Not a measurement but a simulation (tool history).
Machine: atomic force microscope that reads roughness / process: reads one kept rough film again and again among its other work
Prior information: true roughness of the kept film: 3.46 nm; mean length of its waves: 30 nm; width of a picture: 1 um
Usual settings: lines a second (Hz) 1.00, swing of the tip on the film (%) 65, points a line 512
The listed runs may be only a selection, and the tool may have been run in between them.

run   hour  lines a second (Hz)  swing of the tip on the film (%)  points a line  roughness of the kept film (nm (root mean square))
  1    0.0                 1.00                                65            512                                               2.620
  2   18.4                 1.00                                65            512                                               2.547
  3   28.7                 1.89                                65            512                                               2.433
  4   47.8                 1.00                                65            512                                               2.455
  5   66.6                 1.00                                65            512                                               2.400
  6   86.7                 1.00                                65            512                                               2.336
  7   95.8                 1.00                                65            512                                               2.337
     103.9  -- new tip fitted
  8  105.2                 1.00                                82            512                                               2.825
  9  123.3                 1.00                                82            512                                               2.716
 10  131.9                 1.00                                82            512                                               2.695
 11  141.8                 1.00                                82            512                                               2.652
 12  160.7                 1.00                                82            512                                               2.590
 13  180.6                 1.00                                56            512                                               2.729
 14  192.5                 1.00                                56            512                                               2.663
 15  206.8                 1.00                                56            512                                               2.633
 16  226.7                 3.79                                56            512                                               2.418
 17  241.8                 3.79                                56            512                                               2.388
 18  257.4                 3.79                                56            512                                               2.346
 19  270.3                 3.79                                56            512                                               2.302
 20  283.1                 1.38                                87            487                                               2.068
 21  300.1                 1.38                                87            487                                               2.043
     310.3  -- new tip fitted
 22  310.3                 1.38                                87            487                                               2.639
 23  321.9                 1.38                                87            487                                               2.581
 24  340.8                 1.38                                87            487                                               2.520
 25  355.3                 0.69                                65            452                                               2.835

Here are 3 independent what-if runs from the current tool condition. What would each one return?
  A  365.9                 1.00                                88            512                                                   ?
  B  365.9                 3.03                                89            274                                                   ?
  C  365.9                 1.86                                65            512                                                   ?

run  roughness of the kept film (nm (root mean square))
  A                                               2.534
  B                                               1.989
  C                                               2.676
With no hidden state in the tool, these same runs would have given:
run  roughness of the kept film (nm (root mean square))
  A                                               2.753
  B                                               2.161
  C                                               2.906
